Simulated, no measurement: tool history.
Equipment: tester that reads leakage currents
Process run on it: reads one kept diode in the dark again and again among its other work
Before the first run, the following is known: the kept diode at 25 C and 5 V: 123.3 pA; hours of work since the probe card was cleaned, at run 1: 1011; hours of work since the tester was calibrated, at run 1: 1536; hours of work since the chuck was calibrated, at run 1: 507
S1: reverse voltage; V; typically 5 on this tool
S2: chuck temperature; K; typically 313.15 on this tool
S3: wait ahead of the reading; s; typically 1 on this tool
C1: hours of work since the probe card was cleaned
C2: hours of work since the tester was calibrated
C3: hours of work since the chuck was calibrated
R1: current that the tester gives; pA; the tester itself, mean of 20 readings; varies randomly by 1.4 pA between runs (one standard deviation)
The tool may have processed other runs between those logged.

| run | hour | S1 | S2 | S3 | C1 | C2 | C3 | R1 |
|---|---|---|---|---|---|---|---|---|
| 1 | 0 | 5 | 313.15 | 1 | 1011 | 1536 | 507 | 500.94 |
| 2 | 65.1 | 5 | 313.15 | 1 | 1055 | 1580 | 551 | 502.25 |
| 3 | 116.2 | 5 | 314.15 | 1 | 1089 | 1615 | 585 | 545.86 |
| 4 | 158.8 | 5 | 314.15 | 1 | 1118 | 1644 | 614 | 551.32 |
| 5 | 220.9 | 5 | 314.15 | 1.42 | 1160 | 1686 | 656 | 553.53 |
| 6 | 298 | 5 | 314.15 | 1.42 | 1212 | 1738 | 708 | 559.2 |
| 7 | 357.4 | 5 | 314.15 | 1.42 | 1252 | 1778 | 748 | 563.27 |
| 8 | 403.3 | 5 | 314.15 | 1.42 | 1283 | 1809 | 779 | 563.52 |
| 9 | 496.5 | 5 | 314.15 | 1.42 | 1346 | 1872 | 842 | 568.33 |
| 10 | 558.3 | 5 | 313.15 | 1 | 1388 | 1914 | 884 | 534.26 |
| 11 | 636.3 | 3.35 | 313.15 | 1 | 1441 | 1967 | 937 | 474.45 |
| 12 | 690.9 | 5 | 313.15 | 1 | 1478 | 2004 | 974 | 538.05 |
| 13 | 788.1 | 5 | 313.15 | 1 | 1544 | 2069 | 1040 | 543.39 |
|  | 869.1 | chuck's temperature calibrated |
| 14 | 878.4 | 1.22 | 301.15 | 1 | 1603 | 2129 | 6 | 107.53 |
| 15 | 955 | 10.49 | 297.15 | 1 | 1655 | 2181 | 58 | 150.51 |
| 16 | 1013.9 | 2.02 | 308.15 | 0.85 | 1695 | 2221 | 98 | 232.78 |
| 17 | 1070.9 | 17.76 | 302.15 | 2.96 | 1734 | 2259 | 137 | 277.32 |
| 18 | 1127.1 | 17.76 | 302.15 | 2.96 | 1772 | 2297 | 175 | 279.32 |
| 19 | 1174.5 | 7.12 | 298.15 | 0.81 | 1804 | 2330 | 207 | 147.7 |
| 20 | 1268.5 | 16.85 | 313.15 | 7.16 | 1867 | 2393 | 270 | 697.69 |
| 21 | 1333.7 | 16.85 | 313.15 | 7.16 | 1911 | 2437 | 314 | 699.92 |
| 22 | 1419.3 | 3.54 | 299.15 | 1 | 1969 | 2495 | 372 | 134.02 |
| 23 | 1472.6 | 10.08 | 298.15 | 0.35 | 2005 | 2531 | 408 | 175.79 |
| 24 | 1545.2 | 5 | 324.15 | 1.61 | 2054 | 2580 | 457 | 1179.76 |
| 25 | 1598 | 5 | 324.15 | 1.61 | 2090 | 2616 | 493 | 1186.89 |

Branching from run 25: 3 alternative next runs. What would each branch give?
| A | 1674.3 | 1.38 | 313.15 | 1 | 2142 | 2668 | 545 | ? |
| B | 1674.3 | 5 | 313.15 | 0.61 | 2142 | 2668 | 545 | ? |
| C | 1674.3 | 5 | 313.15 | 1.62 | 2142 | 2668 | 545 | ? |

| run | R1 |
|---|---|
| A | 341.05 |
| B | 501.71 |
| C | 501.77 |
The same runs, with their run-to-run variation unchanged, on a tool lacking any hidden condition would have given:
| run | R1 |
|---|---|
| A | 309.14 |
| B | 453.18 |
| C | 453.16 |
